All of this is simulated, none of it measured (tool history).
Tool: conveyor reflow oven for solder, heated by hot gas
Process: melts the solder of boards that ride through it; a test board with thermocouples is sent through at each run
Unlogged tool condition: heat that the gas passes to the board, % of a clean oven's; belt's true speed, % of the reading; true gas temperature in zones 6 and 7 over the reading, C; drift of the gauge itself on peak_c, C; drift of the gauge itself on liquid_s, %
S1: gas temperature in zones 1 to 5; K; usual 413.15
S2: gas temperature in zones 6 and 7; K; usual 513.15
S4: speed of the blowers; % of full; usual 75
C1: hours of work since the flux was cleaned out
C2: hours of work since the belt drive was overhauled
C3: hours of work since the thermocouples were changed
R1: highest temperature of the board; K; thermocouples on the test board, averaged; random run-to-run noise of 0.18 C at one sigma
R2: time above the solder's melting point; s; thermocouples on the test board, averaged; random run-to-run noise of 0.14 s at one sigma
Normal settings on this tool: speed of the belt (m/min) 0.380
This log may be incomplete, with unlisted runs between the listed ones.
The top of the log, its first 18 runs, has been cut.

Run 19, hour 423.8: usual settings but S1 424.15 K, S2 518.15 K, speed of the belt (m/min) 0.375, S4 55 % of full; C1 16; C2 570; C3 173. Result: R1 502.05 K, R2 102.5 s.
Run 20, hour 443.7: usual settings but S1 402.15 K, S2 523.15 K, speed of the belt (m/min) 0.375, S4 59 % of full; C1 26; C2 580; C3 183. Result: R1 503.35 K, R2 92.8 s.
Run 21, hour 478.2: usual settings but S1 426.15 K, S2 519.15 K; C1 42; C2 596; C3 199. Result: R1 506.25 K, R2 105.7 s.
Run 22, hour 513.7: usual settings but S1 417.15 K, speed of the belt (m/min) 0.312; C1 59; C2 613; C3 217. Result: R1 504.25 K, R2 122.0 s.
Run 23, hour 545.2: usual settings but S1 415.15 K, speed of the belt (m/min) 0.309, S4 72 % of full; C1 74; C2 629; C3 232. Result: R1 503.95 K, R2 121.6 s.
Run 24, hour 580.4: usual settings but S1 415.15 K, speed of the belt (m/min) 0.309, S4 72 % of full; C1 91; C2 645; C3 248. Result: R1 503.75 K, R2 121.7 s.
Run 25, hour 601.0: usual settings but S1 415.15 K, speed of the belt (m/min) 0.327, S4 65 % of full; C1 101; C2 655; C3 258. Result: R1 501.35 K, R2 112.7 s.
Run 26, hour 628.0: usual settings but S1 424.15 K, speed of the belt (m/min) 0.327, S4 83 % of full; C1 114; C2 668; C3 271. Result: R1 505.05 K, R2 120.8 s.
Run 27, hour 655.3: usual settings but S1 424.15 K, speed of the belt (m/min) 0.327, S4 80 % of full; C1 127; C2 681; C3 284. Result: R1 504.55 K, R2 120.3 s.
Run 28, hour 687.3: usual settings but S1 403.15 K, speed of the belt (m/min) 0.327, S4 89 % of full; C1 143; C2 697; C3 300. Result: R1 503.25 K, R2 109.1 s.
Run 29, hour 722.5: usual settings but S1 427.15 K, speed of the belt (m/min) 0.329, S4 63 % of full; C1 160; C2 714; C3 317. Result: R1 502.25 K, R2 120.2 s.
Run 30, hour 756.7: usual settings but S1 427.15 K, speed of the belt (m/min) 0.329, S4 63 % of full; C1 176; C2 730; C3 333. Result: R1 502.25 K, R2 119.7 s.

Below are 3 alternative next runs, each starting from the tool's condition after run 30. Predict each:
Run A, hour 785.5: usual settings but speed of the belt (m/min) 0.370, S4 64 % of full; C1 190; C2 744; C3 347. Result: R1 ?, R2 ?.
Run B, hour 785.5: usual settings but S1 427.15 K, S2 509.15 K, speed of the belt (m/min) 0.329, S4 54 % of full; C1 190; C2 744; C3 347. Result: R1 ?, R2 ?.
Run C, hour 785.5: usual settings but S1 408.15 K, S2 511.15 K; C1 190; C2 744; C3 347. Result: R1 ?, R2 ?.

run      R1     R2
  A  496.85   94.0
  B  496.75  115.3
  C  495.25   87.9
Without the tool's unlogged condition, the same runs would have read:
run      R1     R2
  A  497.85   94.4
  B  497.65  115.3
  C  496.35   88.4
